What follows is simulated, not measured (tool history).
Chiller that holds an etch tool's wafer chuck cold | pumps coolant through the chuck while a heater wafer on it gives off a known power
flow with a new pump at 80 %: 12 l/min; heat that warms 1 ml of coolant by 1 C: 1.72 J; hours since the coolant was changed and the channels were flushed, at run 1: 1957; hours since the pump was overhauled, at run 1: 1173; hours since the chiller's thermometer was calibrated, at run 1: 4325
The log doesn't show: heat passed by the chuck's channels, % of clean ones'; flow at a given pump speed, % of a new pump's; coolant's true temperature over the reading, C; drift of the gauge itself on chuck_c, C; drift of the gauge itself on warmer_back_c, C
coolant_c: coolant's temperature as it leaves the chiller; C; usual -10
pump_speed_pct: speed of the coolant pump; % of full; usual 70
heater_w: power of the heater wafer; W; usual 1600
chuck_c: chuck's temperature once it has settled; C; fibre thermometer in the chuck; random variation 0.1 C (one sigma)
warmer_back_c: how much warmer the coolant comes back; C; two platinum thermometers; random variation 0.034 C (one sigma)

run	day	coolant_c	pump_speed_pct	heater_w	hours since the coolant was changed and the channels were flushed	hours since the pump was overhauled	hours since the chiller's thermometer was calibrated	chuck_c	warmer_back_c
1	0	-10	70	1600	1957	1173	4325	2.8	5.38
2	1.217	-10	70	1600	1986	1202	4354	2.8	5.38
3	2.675	-10	70	1600	2021	1237	4389	2.7	5.38
4	3.675	-10	70	1600	2045	1261	4413	2.9	5.42
5	5.683	-10	70	2222	2094	1309	4461	7.8	7.44
6	7.383	-10	70	914	2134	1350	4502	-2.7	3
7	8.321	-10	70	914	2157	1372	4525	-2.7	3.06
8	9.575	-10	70	914	2187	1402	4555	-2.7	3.01
9	10.925	-10	70	914	2219	1435	4587	-2.7	3.03
10	12.417	-10	70	914	2255	1471	4623	-2.8	2.96
11	13.996	-10	70	914	2293	1509	4661	-2.8	2.96
12	15.246	-10	70	1600	2323	1539	4691	2.8	5.27
13	16.842	-10	70	1600	2361	1577	4729	2.9	5.22
14	18.7	-14	62	828	2406	1621	4774	-6.8	3.06
15	20.121	-10	67	996	2440	1655	4808	-1.7	3.39
16	21.292	-7	93	1034	2468	1684	4836	-0.7	2.39
17	22.796	-7	82	1034	2504	1720	4872	0.2	2.72

Forecast run 18:
18	23.783	-7	82	1034	2528	1743	4896	?	?

Run 18 gave chuck_c 0.2 C, warmer_back_c 2.76 C.
Without the tool's hidden state the same run would have given chuck_c 0.2 C, warmer_back_c 2.93 C.

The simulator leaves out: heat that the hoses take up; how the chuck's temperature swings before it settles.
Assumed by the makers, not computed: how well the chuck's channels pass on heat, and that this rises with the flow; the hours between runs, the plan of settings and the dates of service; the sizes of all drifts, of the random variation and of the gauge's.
